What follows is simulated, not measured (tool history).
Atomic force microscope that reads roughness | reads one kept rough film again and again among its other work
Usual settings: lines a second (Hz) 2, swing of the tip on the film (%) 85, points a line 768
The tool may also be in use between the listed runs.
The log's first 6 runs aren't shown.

run   hour  lines a second (Hz)  swing of the tip on the film (%)  points a line  roughness of the kept film (nm (root mean square))
  7    119                    2                                63            735                                               1.333
  8  136.7                    2                                63            735                                               1.303
  9  148.6                    2                                63            735                                               1.307
     159.3  -- new tip fitted
 10  168.6                    2                                85            564                                               1.226
 11  185.6                    2                                85            702                                               1.215
 12  209.9                    2                                55            768                                               1.427
 13  222.1                    2                                55            768                                               1.414
 14  236.7                 0.71                                55            768                                               1.446
 15  258.4                    2                                85            768                                               1.171
 16  281.7                    2                                85            768                                               1.141
 17  295.9                 3.59                                57            264                                               1.272
     306.9  -- new tip fitted
 18  309.7                 3.59                                57            264                                               1.402
 19  320.1                 3.59                                57            264                                               1.384
 20  330.2                 2.07                                88            426                                               1.168
 21  344.3                 0.65                                73            575                                               1.434
 22  355.6                 0.65                                59            482                                               1.444
 23  366.6                 0.65                                85            768                                               1.367
 24  386.9                 0.65                                85            768                                               1.353
 25  399.1                 0.65                                85            768                                               1.335
 26  413.4                 0.65                                85            768                                               1.328
 27  434.1                 1.99                                86            441                                               1.123

The next listed run, before its measurement:
 28  451.4                 0.56                                89            760                                                   ?

Run 28 gave roughness of the kept film (nm (root mean square)) 1.291.
Without the tool's hidden state the same run would have given roughness of the kept film (nm (root mean square)) 1.426.

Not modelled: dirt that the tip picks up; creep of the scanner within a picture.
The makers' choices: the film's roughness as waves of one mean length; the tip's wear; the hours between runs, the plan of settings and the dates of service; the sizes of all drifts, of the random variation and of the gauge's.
